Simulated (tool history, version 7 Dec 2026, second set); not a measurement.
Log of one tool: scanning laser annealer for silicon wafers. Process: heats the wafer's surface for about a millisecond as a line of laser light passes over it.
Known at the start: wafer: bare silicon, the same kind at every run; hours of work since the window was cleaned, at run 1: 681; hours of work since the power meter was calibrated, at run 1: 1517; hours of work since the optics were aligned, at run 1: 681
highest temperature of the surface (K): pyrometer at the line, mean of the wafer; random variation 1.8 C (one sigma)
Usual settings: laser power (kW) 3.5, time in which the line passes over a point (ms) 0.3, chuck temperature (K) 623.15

run	hour	laser power (kW)	time in which the line passes over a point (ms)	chuck temperature (K)	hours of work since the window was cleaned	hours of work since the power meter was calibrated	hours of work since the optics were aligned	highest temperature of the surface (K)
1	0	3.5	0.3	623.15	681	1517	681	1349.15
2	34.1	3.5	0.3	645.15	704	1541	704	1375.15
3	69	3.5	0.3	645.15	729	1565	729	1369.15
4	130.1	3.5	0.3	645.15	771	1607	771	1368.15
5	160	3.5	0.3	645.15	792	1628	792	1370.15
6	207.3	3.5	0.3	623.15	825	1661	825	1346.15
# hour 219.4: window over the wafer cleaned
7	255.9	3.5	0.3	623.15	25	1693	857	1345.15
8	297.1	3.5	0.3	623.15	54	1722	885	1349.15
9	355	3.5	0.3	623.15	94	1762	925	1347.15
10	392.7	3.367	0.3	623.15	120	1788	952	1321.15
11	439.6	3.367	0.358	623.15	153	1820	984	1388.15
12	480.1	3.367	0.358	623.15	181	1848	1012	1388.15
13	536.1	3.367	0.358	623.15	219	1887	1051	1389.15
14	595.9	3.367	0.358	623.15	261	1929	1092	1390.15
15	638.7	3.367	0.358	623.15	291	1958	1122	1392.15
16	681.7	3.367	0.358	623.15	320	1988	1152	1389.15
17	740.4	3.367	0.358	623.15	361	2029	1192	1391.15
18	776.6	3.5	0.28	623.15	386	2054	1218	1317.15
19	826	3.5	0.3	623.15	420	2088	1252	1345.15
20	885.7	3.5	0.3	623.15	462	2129	1293	1348.15
21	943.5	3.5	0.298	606.15	502	2170	1333	1326.15
22	1000.2	3.5	0.298	606.15	541	2209	1373	1326.15
23	1049.2	3.708	0.212	623.15	575	2243	1406	1259.15
# hour 1078.3: optics aligned, line set to its width
24	1096.8	3.148	0.298	623.15	604	2272	13	1270.15
25	1143.8	3.705	0.288	627.15	637	2305	45	1375.15
26	1191.2	3.705	0.288	627.15	670	2338	78	1373.15
27	1229	3.631	0.283	588.15	696	2364	104	1313.15
28	1273.8	3.631	0.283	588.15	727	2395	136	1315.15
29	1317.7	3.631	0.228	588.15	758	2425	166	1233.15
30	1367	3.631	0.228	588.15	792	2459	200	1237.15
31	1415.2	3.62	0.3	638.15	825	2493	233	1385.15
# hour 1425.6: window over the wafer cleaned
32	1465	3.62	0.3	638.15	27	2526	267	1390.15
33	1517.3	3.62	0.3	638.15	64	2562	303	1389.15
34	1547.5	3.62	0.3	638.15	84	2583	324	1390.15
35	1598.9	3.189	0.354	603.15	120	2619	359	1329.15
36	1656.4	3.189	0.354	603.15	160	2659	399	1326.15
37	1681.4	3.5	0.221	602.15	177	2676	417	1215.15
38	1736.5	3.681	0.357	593.15	215	2714	455	1431.15
39	1781.6	3.488	0.273	605.15	247	2745	486	1289.15
40	1807.6	3.488	0.273	605.15	265	2763	504	1291.15

4 ways to go on from here, each from the tool as it stands after run 40. What would each give?
A	1840.3	3.637	0.3	623.15	287	2786	527	?
B	1840.3	3.488	0.323	598.15	287	2786	527	?
C	1840.3	3.04	0.3	623.15	287	2786	527	?
D	1840.3	3.549	0.273	585.15	287	2786	527	?

run	highest temperature of the surface (K)
A	1374.15
B	1351.15
C	1252.15
D	1283.15
Without the tool's hidden state the same runs would have given:
run	highest temperature of the surface (K)
A	1374.15
B	1351.15
C	1252.15
D	1283.15

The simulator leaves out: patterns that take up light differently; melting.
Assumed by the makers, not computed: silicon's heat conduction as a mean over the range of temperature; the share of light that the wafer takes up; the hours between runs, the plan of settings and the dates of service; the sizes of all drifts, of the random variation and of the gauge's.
